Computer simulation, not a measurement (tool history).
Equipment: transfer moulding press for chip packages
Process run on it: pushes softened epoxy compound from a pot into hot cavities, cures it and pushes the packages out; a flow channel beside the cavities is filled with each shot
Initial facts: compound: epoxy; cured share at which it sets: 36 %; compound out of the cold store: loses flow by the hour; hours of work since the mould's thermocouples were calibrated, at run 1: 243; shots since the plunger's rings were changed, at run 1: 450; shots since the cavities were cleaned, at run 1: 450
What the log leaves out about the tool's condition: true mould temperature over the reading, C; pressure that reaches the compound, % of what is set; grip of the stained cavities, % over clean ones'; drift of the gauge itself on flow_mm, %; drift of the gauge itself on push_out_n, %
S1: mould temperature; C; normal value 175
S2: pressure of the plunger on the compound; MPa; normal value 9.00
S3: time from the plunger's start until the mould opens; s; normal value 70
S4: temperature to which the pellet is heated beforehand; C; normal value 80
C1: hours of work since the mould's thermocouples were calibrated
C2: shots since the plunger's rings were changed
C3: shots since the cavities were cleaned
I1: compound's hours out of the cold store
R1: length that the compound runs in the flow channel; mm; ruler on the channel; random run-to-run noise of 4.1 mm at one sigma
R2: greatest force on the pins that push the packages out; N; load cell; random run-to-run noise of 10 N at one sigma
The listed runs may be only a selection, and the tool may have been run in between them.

run 1 hour=0.0 | S1=175 S2=9.00 S3=70 S4=80 | C1=243 C2=450 C3=450 | I1=41.0 | R1=626 R2=719
run 2 hour=18.0 | S1=175 S2=9.00 S3=70 S4=80 | C1=254 C2=695 C3=695 | I1=43.4 | R1=609 R2=755
run 3 hour=31.5 | S1=175 S2=9.00 S3=70 S4=80 | C1=263 C2=879 C3=879 | I1=35.4 | R1=624 R2=795
run 4 hour=39.5 | S1=175 S2=9.00 S3=70 S4=80 | C1=268 C2=989 C3=989 | I1=13.3 | R1=700 R2=860
-- hour=45.8 cavities cleaned with cleaning compound and waxed
run 5 hour=60.3 | S1=175 S2=9.00 S3=70 S4=78 | C1=281 C2=1253 C3=198 | I1=16.3 | R1=681 R2=935
run 6 hour=71.1 | S1=175 S2=9.00 S3=70 S4=78 | C1=288 C2=1400 C3=345 | I1=35.1 | R1=630 R2=895
run 7 hour=88.2 | S1=175 S2=9.00 S3=70 S4=76 | C1=299 C2=1634 C3=579 | I1=19.4 | R1=669 R2=915
run 8 hour=100.2 | S1=175 S2=9.00 S3=70 S4=76 | C1=306 C2=1798 C3=743 | I1=36.4 | R1=618 R2=884
run 9 hour=112.8 | S1=175 S2=9.00 S3=70 S4=80 | C1=315 C2=1970 C3=915 | I1=17.1 | R1=672 R2=878
-- hour=117.0 cavities cleaned with cleaning compound and waxed, once more
run 10 hour=127.9 | S1=175 S2=9.00 S3=70 S4=80 | C1=323 C2=2155 C3=149 | I1=42.2 | R1=601 R2=572
run 11 hour=138.8 | S1=175 S2=9.00 S3=57 S4=80 | C1=330 C2=2304 C3=298 | I1=31.2 | R1=621 R2=1039
run 12 hour=155.1 | S1=175 S2=9.00 S3=57 S4=80 | C1=341 C2=2527 C3=521 | I1=36.3 | R1=604 R2=1110
run 13 hour=171.7 | S1=175 S2=9.00 S3=57 S4=80 | C1=352 C2=2753 C3=747 | I1=12.8 | R1=675 R2=1308
run 14 hour=182.8 | S1=175 S2=9.00 S3=70 S4=80 | C1=359 C2=2905 C3=899 | I1=37.9 | R1=594 R2=789
-- hour=187.2 plunger's sealing rings changed
run 15 hour=193.2 | S1=175 S2=9.00 S3=70 S4=80 | C1=364 C2=81 C3=1006 | I1=32.6 | R1=649 R2=819
-- hour=198.1 cavities cleaned with cleaning compound and waxed
run 16 hour=203.3 | S1=173 S2=9.32 S3=85 S4=84 | C1=369 C2=198 C3=70 | I1=45.7 | R1=632 R2=468
run 17 hour=216.0 | S1=173 S2=9.32 S3=85 S4=84 | C1=378 C2=372 C3=244 | I1=23.6 | R1=696 R2=576
run 18 hour=228.9 | S1=175 S2=7.08 S3=55 S4=80 | C1=386 C2=548 C3=420 | I1=39.3 | R1=553 R2=1176
run 19 hour=239.5 | S1=175 S2=7.08 S3=55 S4=80 | C1=393 C2=694 C3=566 | I1=17.8 | R1=616 R2=1378
run 20 hour=250.1 | S1=175 S2=9.00 S3=67 S4=80 | C1=400 C2=838 C3=710 | I1=15.6 | R1=695 R2=891
run 21 hour=268.6 | S1=175 S2=9.00 S3=67 S4=80 | C1=412 C2=1091 C3=963 | I1=8.6 | R1=712 R2=911
-- hour=276.9 cavities cleaned with cleaning compound and waxed
run 22 hour=279.4 | S1=177 S2=7.23 S3=80 S4=80 | C1=418 C2=1217 C3=35 | I1=25.8 | R1=588 R2=437
run 23 hour=297.1 | S1=172 S2=9.00 S3=93 S4=80 | C1=429 C2=1459 C3=277 | I1=47.2 | R1=594 R2=553
run 24 hour=311.5 | S1=175 S2=9.00 S3=70 S4=80 | C1=438 C2=1655 C3=473 | I1=13.5 | R1=693 R2=774
run 25 hour=330.6 | S1=175 S2=9.34 S3=70 S4=81 | C1=451 C2=1916 C3=734 | I1=10.0 | R1=707 R2=856
run 26 hour=338.6 | S1=169 S2=9.00 S3=67 S4=80 | C1=456 C2=2025 C3=843 | I1=39.4 | R1=618 R2=1293
-- hour=355.2 cavities cleaned with cleaning compound and waxed
run 27 hour=359.5 | S1=169 S2=6.84 S3=79 S4=77 | C1=468 C2=2290 C3=59 | I1=44.9 | R1=526 R2=608
run 28 hour=376.9 | S1=171 S2=9.00 S3=70 S4=89 | C1=480 C2=2528 C3=297 | I1=8.2 | R1=696 R2=920
run 29 hour=386.7 | S1=171 S2=9.00 S3=70 S4=89 | C1=486 C2=2662 C3=431 | I1=17.7 | R1=681 R2=926

Measured less the same run without the tool's hidden state. The same run-to-run variation is in both; the gauge's scatter may not be:
run=1 R1=-3 R2=+259
run=2 R1=-6 R2=+304
run=3 R1=-9 R2=+334
run=4 R1=-12 R2=+368
run=5 R1=-16 R2=+460
run=6 R1=-16 R2=+427
run=7 R1=-21 R2=+428
run=8 R1=-21 R2=+405
run=9 R1=-25 R2=+402
run=10 R1=-26 R2=+125
run=11 R1=-28 R2=+337
run=12 R1=-31 R2=+433
run=13 R1=-38 R2=+556
run=14 R1=-35 R2=+332
run=15 R1=+1 R2=+349
run=16 R1=+0 R2=+62
run=17 R1=-3 R2=+156
run=18 R1=-4 R2=+433
run=19 R1=-7 R2=+558
run=20 R1=-10 R2=+365
run=21 R1=-13 R2=+400
run=22 R1=-12 R2=+33
run=23 R1=-16 R2=+149
run=24 R1=-20 R2=+288
run=25 R1=-24 R2=+351
run=26 R1=-23 R2=+569
run=27 R1=-23 R2=+105
run=28 R1=-33 R2=+315
run=29 R1=-34 R2=+354

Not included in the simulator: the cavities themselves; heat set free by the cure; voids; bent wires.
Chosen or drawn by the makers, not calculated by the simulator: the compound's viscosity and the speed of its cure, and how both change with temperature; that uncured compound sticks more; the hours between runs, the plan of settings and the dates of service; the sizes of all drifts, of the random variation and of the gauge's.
